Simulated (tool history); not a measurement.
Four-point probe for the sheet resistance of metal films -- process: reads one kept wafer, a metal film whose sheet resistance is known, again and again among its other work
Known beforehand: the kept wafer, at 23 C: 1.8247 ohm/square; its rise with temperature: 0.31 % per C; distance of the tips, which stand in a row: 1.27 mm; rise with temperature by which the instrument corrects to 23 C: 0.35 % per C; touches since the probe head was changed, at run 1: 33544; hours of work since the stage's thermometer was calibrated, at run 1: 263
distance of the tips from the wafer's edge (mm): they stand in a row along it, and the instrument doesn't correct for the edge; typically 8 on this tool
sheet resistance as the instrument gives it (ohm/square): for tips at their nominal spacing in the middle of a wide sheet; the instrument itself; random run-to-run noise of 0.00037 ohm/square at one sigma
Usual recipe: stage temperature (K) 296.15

run    hour  stage temperature (K)  distance of the tips from the wafer's edge (mm)  touches since the probe head was changed  hours of work since the stage's thermometer was calibrated  sheet resistance as the instrument gives it (ohm/square)
  1     0.0                 296.15                                                8                                     33544                                                         263                                                  1.845479
  2    27.2                 296.15                                                8                                     34007                                                         277                                                  1.844734
  3    47.8                 296.15                                                8                                     34358                                                         287                                                  1.844656
  4    78.2                 296.15                                                8                                     34876                                                         302                                                  1.845300
  5   106.8                 296.15                                                8                                     35364                                                         316                                                  1.844782
  6   150.9                 299.15                                                8                                     36115                                                         338                                                  1.843578
  7   173.4                 299.15                                                8                                     36498                                                         349                                                  1.843234
  8   216.9                 299.15                                                8                                     37238                                                         370                                                  1.843076
  9   248.5                 299.15                                                8                                     37776                                                         385                                                  1.843477
 10   289.7                 296.15                                                5                                     38477                                                         406                                                  1.880948
 11   335.6                 296.15                                                5                                     39260                                                         428                                                  1.881450
 12   369.9                 296.15                                               27                                     39844                                                         445                                                  1.823222
 13   407.4                 296.15                                                8                                     40482                                                         463                                                  1.844890
 14   439.3                 296.15                                                8                                     41025                                                         479                                                  1.844542
 15   468.4                 296.15                                                8                                     41522                                                         493                                                  1.844290
 16   494.8                 296.15                                                8                                     41970                                                         506                                                  1.845160
 17   523.6                 307.15                                                8                                     42462                                                         520                                                  1.838536
 18   548.4                 296.15                                                8                                     42884                                                         532                                                  1.844119
 19   584.3                 296.15                                                8                                     43496                                                         550                                                  1.844713
 20   634.6                 296.15                                                8                                     44353                                                         575                                                  1.844805
 21   672.0                 296.15                                                8                                     44988                                                         593                                                  1.843793
 22   704.5                 296.15                                                8                                     45543                                                         609                                                  1.844841
 23   733.8                 292.15                                                4                                     46041                                                         623                                                  1.917039
 24   763.8                 291.15                                                3                                     46553                                                         638                                                  1.981787
 25   786.6                 296.15                                                8                                     46941                                                         649                                                  1.843996
 26   828.7                 294.15                                               11                                     47658                                                         670                                                  1.833679
 27   855.4                 300.15                                                8                                     48111                                                         683                                                  1.841620
 28   887.6                 307.15                                                7                                     48661                                                         699                                                  1.845688
 29   929.0                 302.15                                               35                                     49365                                                         719                                                  1.817353
 30   960.1                 302.15                                               55                                     49895                                                         734                                                  1.817056
 31  1005.0                 302.15                                               55                                     50659                                                         756                                                  1.817171
 32  1025.8                 294.15                                               39                                     51014                                                         767                                                  1.822131
 33  1056.3                 292.15                                               11                                     51533                                                         782                                                  1.834723
 34  1092.9                 292.15                                               11                                     52157                                                         799                                                  1.835105
 35  1130.6                 292.15                                               11                                     52799                                                         818                                                  1.834840
 36  1168.1                 296.15                                               21                                     53438                                                         836                                                  1.823068
 37  1197.8                 296.15                                               21                                     53943                                                         851                                                  1.822810
 38  1244.0                 303.15                                                3                                     54731                                                         874                                                  1.973899
 39  1269.3                 291.15                                               17                                     55161                                                         886                                                  1.828159
 40  1317.3                 297.15                                                4                                     55977                                                         909                                                  1.912553
 41  1341.0                 300.15                                               15                                     56382                                                         921                                                  1.824004
 42  1368.0                 292.15                                                5                                     56841                                                         934                                                  1.883281
 43  1413.4                 295.15                                                8                                     57615                                                         957                                                  1.844857

Difference, measured minus no-hidden-state, one row per run. Run-to-run variation is common to both terms; the gauge's own scatter need not be:
The tool's hidden condition here consists of: inner tips' distance over the nominal, %; tips' flats over new ones', %; wafer's true temperature over the reading, C; drift of the gauge itself on sheet_ohm, %.
run  sheet resistance as the instrument gives it (ohm/square)
  1                                                 -0.004004
  2                                                 -0.004024
  3                                                 -0.004045
  4                                                 -0.004077
  5                                                 -0.004104
  6                                                 -0.004146
  7                                                 -0.004165
  8                                                 -0.004200
  9                                                 -0.004229
 10                                                 -0.004347
 11                                                 -0.004392
 12                                                 -0.004300
 13                                                 -0.004380
 14                                                 -0.004414
 15                                                 -0.004443
 16                                                 -0.004471
 17                                                 -0.004486
 18                                                 -0.004519
 19                                                 -0.004554
 20                                                 -0.004597
 21                                                 -0.004632
 22                                                 -0.004662
 23                                                 -0.004858
 24                                                 -0.005036
 25                                                 -0.004745
 26                                                 -0.004754
 27                                                 -0.004800
 28                                                 -0.004848
 29                                                 -0.004819
 30                                                 -0.004849
 31                                                 -0.004892
 32                                                 -0.004918
 33                                                 -0.004980
 34                                                 -0.005016
 35                                                 -0.005052
 36                                                 -0.005066
 37                                                 -0.005092
 38                                                 -0.005528
 39                                                 -0.005169
 40                                                 -0.005434
 41                                                 -0.005228
 42                                                 -0.005401
 43                                                 -0.005345

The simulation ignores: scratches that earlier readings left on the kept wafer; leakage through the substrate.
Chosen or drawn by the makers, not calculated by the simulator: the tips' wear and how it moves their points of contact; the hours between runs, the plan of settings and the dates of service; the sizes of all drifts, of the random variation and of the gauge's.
